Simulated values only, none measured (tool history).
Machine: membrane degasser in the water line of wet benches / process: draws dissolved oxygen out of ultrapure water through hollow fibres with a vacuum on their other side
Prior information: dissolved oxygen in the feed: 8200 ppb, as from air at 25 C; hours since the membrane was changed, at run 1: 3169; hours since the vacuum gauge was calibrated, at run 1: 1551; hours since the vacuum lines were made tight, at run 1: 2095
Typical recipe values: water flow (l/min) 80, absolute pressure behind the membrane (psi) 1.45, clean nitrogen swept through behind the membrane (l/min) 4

run,hour,water flow (l/min),absolute pressure behind the membrane (psi),clean nitrogen swept through behind the membrane (l/min),hours since the membrane was changed,hours since the vacuum gauge was calibrated,hours since the vacuum lines were made tight,dissolved oxygen in the water behind the degasser (ppb),pressure that the water loses in the fibres (psi)
1,0,80,1.45,4,3169,1551,2095,317,3.78
2,290.8,80,1.45,4,3460,1841,2386,319.2,3.793
3,429.4,80,1.45,4,3598,1980,2525,312.5,3.81
4,717.7,80,1.45,4,3886,2268,2813,321.7,3.832
5,1008,80,1.45,4,4177,2559,3103,325.2,3.825
6,1133.1,85,1.45,4,4302,2684,3228,344,4.025
7,1398.6,85,1.45,4,4567,2949,3494,344.2,4.029
8,1533.8,85,1.45,4,4703,3085,3629,347.2,4.061
9,1703.5,80,1.45,4,4872,3254,3799,324.2,3.865
10,1922.6,80,1.45,4,5091,3473,4018,321.6,3.838
11,2056.2,80,1.45,4,5225,3607,4151,326.3,3.875
12,2277.7,80,1.45,4,5446,3828,4373,323.4,3.846
13,2441.7,80,1.45,4,5610,3992,4537,320.1,3.804
14,2685.7,80,1.45,4,5854,4236,4781,321.8,3.832
15,2899.9,80,0.97,4,6069,4451,4995,183.4,3.873
16,3188.7,80,1.45,2.66,6357,4739,5284,441.3,3.884
# hour 3201.6: vacuum gauge calibrated
17,3455,80,1.31,2.66,6623,253,5550,387,3.884

Expected results for the next run?
18,3598.8,80,1.31,2.66,6767,397,5694,?,?

{"run 18": {"dissolved oxygen in the water behind the degasser (ppb)": 389, "pressure that the water loses in the fibres (psi)": 3.822}}
Had the tool carried no hidden state, the very same run would have given dissolved oxygen in the water behind the degasser (ppb) 377.9, pressure that the water loses in the fibres (psi) 3.698.

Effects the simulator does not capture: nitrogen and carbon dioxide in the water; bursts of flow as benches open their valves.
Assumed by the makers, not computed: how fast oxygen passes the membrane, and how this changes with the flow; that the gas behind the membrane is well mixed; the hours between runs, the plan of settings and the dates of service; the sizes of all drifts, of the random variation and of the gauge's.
